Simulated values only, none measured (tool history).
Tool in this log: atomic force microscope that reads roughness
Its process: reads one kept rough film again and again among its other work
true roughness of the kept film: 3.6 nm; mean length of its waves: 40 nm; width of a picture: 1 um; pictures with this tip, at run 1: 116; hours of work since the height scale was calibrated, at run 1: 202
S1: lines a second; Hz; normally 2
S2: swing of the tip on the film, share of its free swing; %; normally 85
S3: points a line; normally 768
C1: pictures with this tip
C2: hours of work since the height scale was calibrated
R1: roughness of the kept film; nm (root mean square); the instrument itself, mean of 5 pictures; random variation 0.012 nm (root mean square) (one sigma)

{"run": 1, "day": 0.0, "S1": 2, "S2": 85, "S3": 768, "C1": 116, "C2": 202, "R1": 2.732}
{"run": 2, "day": 0.308, "S1": 2, "S2": 85, "S3": 544, "C1": 126, "C2": 206, "R1": 2.717}
{"run": 3, "day": 0.788, "S1": 2, "S2": 85, "S3": 544, "C1": 141, "C2": 212, "R1": 2.743}
{"run": 4, "day": 1.154, "S1": 2, "S2": 70, "S3": 544, "C1": 152, "C2": 217, "R1": 3.001}
{"run": 5, "day": 1.392, "S1": 2, "S2": 70, "S3": 544, "C1": 159, "C2": 220, "R1": 2.994}
{"run": 6, "day": 1.708, "S1": 2, "S2": 85, "S3": 768, "C1": 169, "C2": 224, "R1": 2.718}
{"run": 7, "day": 2.258, "S1": 2, "S2": 85, "S3": 768, "C1": 186, "C2": 231, "R1": 2.749}
{"run": 8, "day": 2.775, "S1": 2, "S2": 85, "S3": 768, "C1": 201, "C2": 237, "R1": 2.723}
{"run": 9, "day": 3.067, "S1": 0.95, "S2": 85, "S3": 768, "C1": 210, "C2": 241, "R1": 2.991}
{"run": 10, "day": 3.412, "S1": 0.95, "S2": 85, "S3": 768, "C1": 221, "C2": 245, "R1": 2.988}
{"day": 3.812, "done": "new tip fitted"}
{"run": 11, "day": 3.988, "S1": 0.95, "S2": 85, "S3": 768, "C1": 5, "C2": 252, "R1": 3.019}
{"run": 12, "day": 4.488, "S1": 0.95, "S2": 85, "S3": 768, "C1": 20, "C2": 259, "R1": 2.995}
{"run": 13, "day": 4.975, "S1": 0.56, "S2": 85, "S3": 768, "C1": 35, "C2": 265, "R1": 3.121}
{"run": 14, "day": 5.275, "S1": 0.76, "S2": 85, "S3": 768, "C1": 44, "C2": 269, "R1": 3.058}
{"run": 15, "day": 5.517, "S1": 0.76, "S2": 74, "S3": 768, "C1": 52, "C2": 272, "R1": 3.153}
{"run": 16, "day": 5.875, "S1": 0.76, "S2": 74, "S3": 768, "C1": 63, "C2": 276, "R1": 3.177}
{"run": 17, "day": 6.388, "S1": 0.76, "S2": 74, "S3": 768, "C1": 78, "C2": 283, "R1": 3.159}
{"run": 18, "day": 6.892, "S1": 2.75, "S2": 85, "S3": 768, "C1": 94, "C2": 289, "R1": 2.549}
{"run": 19, "day": 7.325, "S1": 2.75, "S2": 85, "S3": 768, "C1": 107, "C2": 294, "R1": 2.557}
{"run": 20, "day": 7.729, "S1": 2.75, "S2": 85, "S3": 768, "C1": 120, "C2": 300, "R1": 2.56}
{"run": 21, "day": 8.142, "S1": 3.24, "S2": 83, "S3": 327, "C1": 132, "C2": 305, "R1": 2.511}
{"run": 22, "day": 8.517, "S1": 2.25, "S2": 83, "S3": 784, "C1": 144, "C2": 310, "R1": 2.727}
{"run": 23, "day": 8.883, "S1": 0.54, "S2": 67, "S3": 731, "C1": 155, "C2": 314, "R1": 3.229}
{"run": 24, "day": 9.258, "S1": 2, "S2": 85, "S3": 756, "C1": 166, "C2": 319, "R1": 2.715}
{"run": 25, "day": 9.746, "S1": 0.59, "S2": 82, "S3": 768, "C1": 181, "C2": 325, "R1": 3.142}
{"run": 26, "day": 10.296, "S1": 0.56, "S2": 85, "S3": 301, "C1": 198, "C2": 332, "R1": 3.084}

What does the tool deliver on the next run?
{"run": 27, "day": 10.7, "S1": 2.69, "S2": 83, "S3": 354, "C1": 210, "C2": 337, "R1": "?"}

Run 27 yielded R1 2.605 nm (root mean square).
On a tool with no hidden condition, and with the same random variation, this run would have come out at R1 2.609 nm (root mean square).
